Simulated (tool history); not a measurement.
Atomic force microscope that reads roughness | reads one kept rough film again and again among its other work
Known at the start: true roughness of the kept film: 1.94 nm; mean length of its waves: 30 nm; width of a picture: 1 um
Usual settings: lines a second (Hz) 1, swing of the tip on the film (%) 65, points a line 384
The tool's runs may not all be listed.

run,day,lines a second (Hz),swing of the tip on the film (%),points a line,roughness of the kept film (nm (root mean square))
1,0,1,65,384,1.567
# day 0.538: new tip fitted
2,1.688,1,65,384,1.632
3,2.842,1,65,384,1.556
# day 3.417: new tip fitted
4,4.929,1,71,384,1.592
# day 6.162: new tip fitted
5,6.317,1,71,384,1.705
6,7.504,1,71,384,1.601
# day 8.917: new tip fitted
7,9.05,1,71,384,1.713
8,11.246,3.01,65,384,1.503
# day 11.688: new tip fitted
9,13.517,1,65,384,1.573
# day 14.55: new tip fitted
10,15.525,1,65,384,1.623
11,16.562,1,65,384,1.573
# day 17.275: new tip fitted
12,17.892,1,65,384,1.671
13,19.796,1,65,384,1.519
# day 19.996: new tip fitted
14,21.288,1,65,384,1.619
# day 22.767: new tip fitted
15,22.983,1,65,384,1.694
16,24.346,1,65,384,1.581
# day 25.488: new tip fitted
17,25.971,1,75,384,1.63
18,27.633,1,75,384,1.527
# day 28.388: new tip fitted
19,29.529,1,75,384,1.597
20,30.896,1,75,384,1.509
# day 31.3: new tip fitted
21,32.567,1,75,384,1.597
# day 34.129: new tip fitted
22,34.225,0.59,88,339,1.656
23,35.283,0.59,88,339,1.584
# day 37.05: new tip fitted
24,37.092,0.59,67,339,1.716
25,39.362,3.93,77,533,1.379
# day 39.812: new tip fitted
26,40.558,1.54,57,539,1.656
# day 42.592: new tip fitted
27,42.592,0.63,57,672,1.725
28,44.725,1.31,57,558,1.55
# day 45.404: new tip fitted
29,46.596,0.86,71,766,1.621
# day 48.233: new tip fitted
30,48.254,0.71,63,1016,1.718
31,49.646,0.71,63,1016,1.611
# day 51.121: new tip fitted
32,51.312,1.4,57,384,1.679

Forecast run 33:
33,52.454,1.37,65,941,?

roughness of the kept film (nm (root mean square)): 1.586
Without the tool's hidden state the same run would have given roughness of the kept film (nm (root mean square)) 1.742.

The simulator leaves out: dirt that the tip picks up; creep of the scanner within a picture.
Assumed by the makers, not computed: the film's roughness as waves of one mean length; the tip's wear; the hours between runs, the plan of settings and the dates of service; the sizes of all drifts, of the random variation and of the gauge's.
